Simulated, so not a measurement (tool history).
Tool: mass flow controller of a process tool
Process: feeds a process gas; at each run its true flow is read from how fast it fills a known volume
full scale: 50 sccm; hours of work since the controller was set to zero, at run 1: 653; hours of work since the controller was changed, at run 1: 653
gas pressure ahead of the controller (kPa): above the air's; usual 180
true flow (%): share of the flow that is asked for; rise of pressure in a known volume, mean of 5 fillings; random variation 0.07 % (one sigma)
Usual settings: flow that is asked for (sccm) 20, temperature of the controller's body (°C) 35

run,hour,flow that is asked for (sccm),gas pressure ahead of the controller (kPa),temperature of the controller's body (°C),hours of work since the controller was set to zero,hours of work since the controller was changed,true flow (%)
1,0,20,180,35,653,653,97.23
2,50.7,20,180,35,680,680,97.23
3,142.1,20,180,35,727,727,97.23
4,184.2,20,172,35,749,749,97.2
5,272.9,20,172,35,796,796,97.08
6,315.2,20,172,35,818,818,97.11
7,412.9,20,180,35,869,869,96.95
8,505.7,20,180,35,917,917,96.85
9,552.1,20,259,36,941,941,96.61
10,640.8,9,172,36,987,987,96.12
11,689.1,31,243,23,1013,1013,98.4
12,741.1,40,174,36,1040,1040,97.97
13,829.9,8,243,35,1086,1086,95.72
14,880.3,24,223,30,1112,1112,96.97
# hour 944.3: gauge calibrated
15,947.4,9,164,35,1147,1147,96.68
16,1020.2,17,180,37,1185,1185,96.93

5 ways to go on from here, each from the tool as it stands after run 16. What would each give?
A,1096.4,25,190,25,1225,1225,?
B,1096.4,20,180,28,1225,1225,?
C,1096.4,34,150,38,1225,1225,?
D,1096.4,8,167,36,1225,1225,?
E,1096.4,38,180,22,1225,1225,?

run,true flow (%)
A,98.34
B,97.76
C,97.82
D,96.35
E,99.58
Without the tool's hidden state the same runs would have given:
run,true flow (%)
A,98.46
B,97.88
C,97.94
D,96.46
E,99.7
